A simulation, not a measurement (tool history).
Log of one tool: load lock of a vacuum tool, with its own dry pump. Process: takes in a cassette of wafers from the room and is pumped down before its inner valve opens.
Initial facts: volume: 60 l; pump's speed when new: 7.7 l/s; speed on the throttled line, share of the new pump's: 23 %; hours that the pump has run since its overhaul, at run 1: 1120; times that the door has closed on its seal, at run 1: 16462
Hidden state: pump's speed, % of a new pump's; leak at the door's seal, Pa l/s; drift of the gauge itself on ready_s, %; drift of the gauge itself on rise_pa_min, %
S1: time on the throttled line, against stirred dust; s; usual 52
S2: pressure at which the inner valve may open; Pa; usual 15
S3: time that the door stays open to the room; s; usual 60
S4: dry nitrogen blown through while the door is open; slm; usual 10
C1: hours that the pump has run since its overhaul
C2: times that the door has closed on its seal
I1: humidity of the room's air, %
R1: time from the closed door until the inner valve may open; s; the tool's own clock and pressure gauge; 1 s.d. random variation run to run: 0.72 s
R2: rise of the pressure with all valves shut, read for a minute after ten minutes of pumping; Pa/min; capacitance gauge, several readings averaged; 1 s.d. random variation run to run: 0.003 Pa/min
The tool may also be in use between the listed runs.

{"run": 1, "hour": 0.0, "S1": 52, "S2": 15, "S3": 60, "S4": 10, "C1": 1120, "C2": 16462, "I1": 43.8, "R1": 110.3, "R2": 0.106}
{"run": 2, "hour": 103.6, "S1": 52, "S2": 15, "S3": 60, "S4": 10, "C1": 1224, "C2": 16967, "I1": 46, "R1": 109.9, "R2": 0.113}
{"run": 3, "hour": 244.4, "S1": 52, "S2": 16, "S3": 60, "S4": 10, "C1": 1364, "C2": 17654, "I1": 44.9, "R1": 108.4, "R2": 0.119}
{"run": 4, "hour": 428.0, "S1": 52, "S2": 16, "S3": 60, "S4": 10, "C1": 1548, "C2": 18548, "I1": 47.9, "R1": 110, "R2": 0.124}
{"run": 5, "hour": 569.4, "S1": 52, "S2": 16, "S3": 60, "S4": 10, "C1": 1689, "C2": 19237, "I1": 45.9, "R1": 108.9, "R2": 0.134}
{"run": 6, "hour": 693.2, "S1": 52, "S2": 16, "S3": 60, "S4": 10, "C1": 1813, "C2": 19841, "I1": 43.7, "R1": 109.6, "R2": 0.135}
{"run": 7, "hour": 870.3, "S1": 52, "S2": 16, "S3": 60, "S4": 10, "C1": 1990, "C2": 20704, "I1": 41.4, "R1": 109.6, "R2": 0.132}
{"run": 8, "hour": 1013.8, "S1": 52, "S2": 16, "S3": 27, "S4": 10, "C1": 2134, "C2": 21404, "I1": 44.5, "R1": 109.7, "R2": 0.142}
{"run": 9, "hour": 1102.3, "S1": 52, "S2": 16, "S3": 27, "S4": 10, "C1": 2222, "C2": 21835, "I1": 43.8, "R1": 109.3, "R2": 0.142}
{"run": 10, "hour": 1252.7, "S1": 52, "S2": 16, "S3": 27, "S4": 10, "C1": 2373, "C2": 22568, "I1": 46.9, "R1": 110.1, "R2": 0.143}
{"run": 11, "hour": 1381.5, "S1": 52, "S2": 16, "S3": 27, "S4": 10, "C1": 2501, "C2": 23196, "I1": 45.5, "R1": 109.6, "R2": 0.151}
{"run": 12, "hour": 1543.5, "S1": 80, "S2": 25, "S3": 58, "S4": 8, "C1": 2663, "C2": 23986, "I1": 44, "R1": 126.8, "R2": 0.167}
{"run": 13, "hour": 1680.4, "S1": 52, "S2": 15, "S3": 32, "S4": 10, "C1": 2800, "C2": 24653, "I1": 43, "R1": 110.4, "R2": 0.16}
{"run": 14, "hour": 1826.1, "S1": 52, "S2": 15, "S3": 32, "S4": 10, "C1": 2946, "C2": 25363, "I1": 43.4, "R1": 110.5, "R2": 0.171}
{"run": 15, "hour": 1938.8, "S1": 52, "S2": 15, "S3": 32, "S4": 10, "C1": 3059, "C2": 25912, "I1": 42.9, "R1": 111.1, "R2": 0.174}
{"run": 16, "hour": 2078.2, "S1": 52, "S2": 16, "S3": 60, "S4": 9, "C1": 3198, "C2": 26592, "I1": 45.4, "R1": 110.2, "R2": 0.193}
{"run": 17, "hour": 2228.9, "S1": 39, "S2": 15, "S3": 28, "S4": 10, "C1": 3349, "C2": 27326, "I1": 44.3, "R1": 101.9, "R2": 0.187}
{"run": 18, "hour": 2330.4, "S1": 52, "S2": 15, "S3": 60, "S4": 6, "C1": 3450, "C2": 27821, "I1": 45.2, "R1": 111.5, "R2": 0.199}
{"run": 19, "hour": 2502.4, "S1": 47, "S2": 15, "S3": 125, "S4": 35, "C1": 3622, "C2": 28659, "I1": 47.1, "R1": 107.4, "R2": 0.207}
{"run": 20, "hour": 2651.0, "S1": 47, "S2": 23, "S3": 125, "S4": 5, "C1": 3771, "C2": 29384, "I1": 45.9, "R1": 104.4, "R2": 0.233}

Branching from run 20: 3 alternative next runs. What would each branch give?
{"run": "A", "hour": 2792.3, "S1": 42, "S2": 15, "S3": 38, "S4": 26, "C1": 3912, "C2": 30072, "I1": 46.5, "R1": "?", "R2": "?"}
{"run": "B", "hour": 2792.3, "S1": 52, "S2": 14, "S3": 60, "S4": 10, "C1": 3912, "C2": 30072, "I1": 44.1, "R1": "?", "R2": "?"}
{"run": "C", "hour": 2792.3, "S1": 58, "S2": 15, "S3": 54, "S4": 10, "C1": 3912, "C2": 30072, "I1": 44.3, "R1": "?", "R2": "?"}

run=A R1=103.5 R2=0.213
run=B R1=111.4 R2=0.217
run=C R1=115.1 R2=0.217
Had the tool no hidden state, the same runs would have come out as:
run=A R1=100.9 R2=0.023
run=B R1=109 R2=0.027
run=C R1=112.8 R2=0.028
